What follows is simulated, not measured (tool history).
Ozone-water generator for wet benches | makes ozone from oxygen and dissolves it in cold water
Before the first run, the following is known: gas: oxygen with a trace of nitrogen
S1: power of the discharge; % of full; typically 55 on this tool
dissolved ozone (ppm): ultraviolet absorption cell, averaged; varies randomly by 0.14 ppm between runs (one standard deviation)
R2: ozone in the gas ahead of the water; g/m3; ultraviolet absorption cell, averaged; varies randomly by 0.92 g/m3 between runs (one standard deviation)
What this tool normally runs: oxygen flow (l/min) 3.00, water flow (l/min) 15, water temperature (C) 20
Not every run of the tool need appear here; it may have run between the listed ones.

Run 1, day 0.000: usual settings. Result: dissolved ozone (ppm) 14.9, R2 153.0 g/m3.
Run 2, day 2.492: usual settings. Result: dissolved ozone (ppm) 14.7, R2 152.5 g/m3.
Run 3, day 4.604: usual settings. Result: dissolved ozone (ppm) 14.7, R2 152.7 g/m3.
Run 4, day 8.408: usual settings but water temperature (C) 14. Result: dissolved ozone (ppm) 15.8, R2 152.8 g/m3.
Run 5, day 12.554: usual settings but water flow (l/min) 11. Result: dissolved ozone (ppm) 18.9, R2 152.1 g/m3.
Run 6, day 14.888: usual settings but water flow (l/min) 14. Result: dissolved ozone (ppm) 15.5, R2 152.6 g/m3.
Run 7, day 17.725: usual settings but water flow (l/min) 14. Result: dissolved ozone (ppm) 15.6, R2 152.0 g/m3.
Run 8, day 20.658: usual settings but water flow (l/min) 14. Result: dissolved ozone (ppm) 15.6, R2 152.0 g/m3.
Run 9, day 24.258: usual settings but S1 76 % of full. Result: dissolved ozone (ppm) 19.1, R2 198.9 g/m3.
Run 10, day 28.042: usual settings but S1 68 % of full. Result: dissolved ozone (ppm) 17.6, R2 181.2 g/m3.
Run 11, day 30.283: usual settings but S1 68 % of full. Result: dissolved ozone (ppm) 17.5, R2 179.9 g/m3.
Run 12, day 34.429: usual settings but S1 68 % of full. Result: dissolved ozone (ppm) 17.5, R2 181.0 g/m3.
Run 13, day 38.571: usual settings but S1 68 % of full. Result: dissolved ozone (ppm) 17.6, R2 181.3 g/m3.
Run 14, day 41.896: usual settings but S1 68 % of full. Result: dissolved ozone (ppm) 17.4, R2 180.2 g/m3.
Run 15, day 45.388: usual settings but S1 52 % of full, oxygen flow (l/min) 4.22, water flow (l/min) 14, water temperature (C) 23. Result: dissolved ozone (ppm) 13.3, R2 113.0 g/m3.
At day 45.854: water thermometer calibrated.
Run 16, day 49.367: usual settings but S1 52 % of full, oxygen flow (l/min) 4.22, water flow (l/min) 14, water temperature (C) 23. Result: dissolved ozone (ppm) 13.3, R2 113.8 g/m3.
Run 17, day 52.233: usual settings but S1 97 % of full. Result: dissolved ozone (ppm) 23.6, R2 242.4 g/m3.
At day 55.746: water thermometer calibrated, once more.
Run 18, day 55.938: usual settings but S1 97 % of full. Result: dissolved ozone (ppm) 23.6, R2 240.9 g/m3.
Run 19, day 59.462: usual settings but water temperature (C) 24. Result: dissolved ozone (ppm) 13.3, R2 149.1 g/m3.
Run 20, day 62.642: usual settings but S1 64 % of full, water flow (l/min) 19. Result: dissolved ozone (ppm) 13.3, R2 168.9 g/m3.
Run 21, day 64.612: usual settings but oxygen flow (l/min) 2.49, water flow (l/min) 23. Result: dissolved ozone (ppm) 9.4, R2 171.1 g/m3.
Run 22, day 67.196: usual settings but S1 69 % of full, oxygen flow (l/min) 2.49, water flow (l/min) 18, water temperature (C) 15. Result: dissolved ozone (ppm) 15.5, R2 203.7 g/m3.
Run 23, day 69.658: usual settings but S1 69 % of full, oxygen flow (l/min) 1.91, water flow (l/min) 14, water temperature (C) 15. Result: dissolved ozone (ppm) 20.2, R2 246.8 g/m3.
Run 24, day 74.167: usual settings but S1 58 % of full, oxygen flow (l/min) 1.67, water flow (l/min) 20, water temperature (C) 15. Result: dissolved ozone (ppm) 11.4, R2 232.7 g/m3.
Run 25, day 77.888: usual settings but S1 58 % of full, oxygen flow (l/min) 1.67, water flow (l/min) 20, water temperature (C) 15. Result: dissolved ozone (ppm) 11.5, R2 234.1 g/m3.
Run 26, day 80.046: usual settings but S1 41 % of full, water temperature (C) 23. Result: dissolved ozone (ppm) 10.7, R2 117.6 g/m3.
Run 27, day 84.308: usual settings but water flow (l/min) 11, water temperature (C) 14. Result: dissolved ozone (ppm) 20.4, R2 149.2 g/m3.

Here are 3 independent what-if runs from the current tool condition. What would each one return?
Run A, day 87.608: usual settings but S1 42 % of full, water temperature (C) 28. Result: dissolved ozone (ppm) ?, R2 ?.
Run B, day 87.608: usual settings but oxygen flow (l/min) 4.04. Result: dissolved ozone (ppm) ?, R2 ?.
Run C, day 87.608: usual settings but S1 44 % of full, water flow (l/min) 17. Result: dissolved ozone (ppm) ?, R2 ?.

run  dissolved ozone (ppm)     R2
  A                   10.2  118.5
  B                   13.8  121.8
  C                   10.6  123.6
With no hidden state in the tool, these same runs would have given:
run  dissolved ozone (ppm)     R2
  A                   10.7  121.5
  B                   14.6  126.1
  C                   11.1  126.9
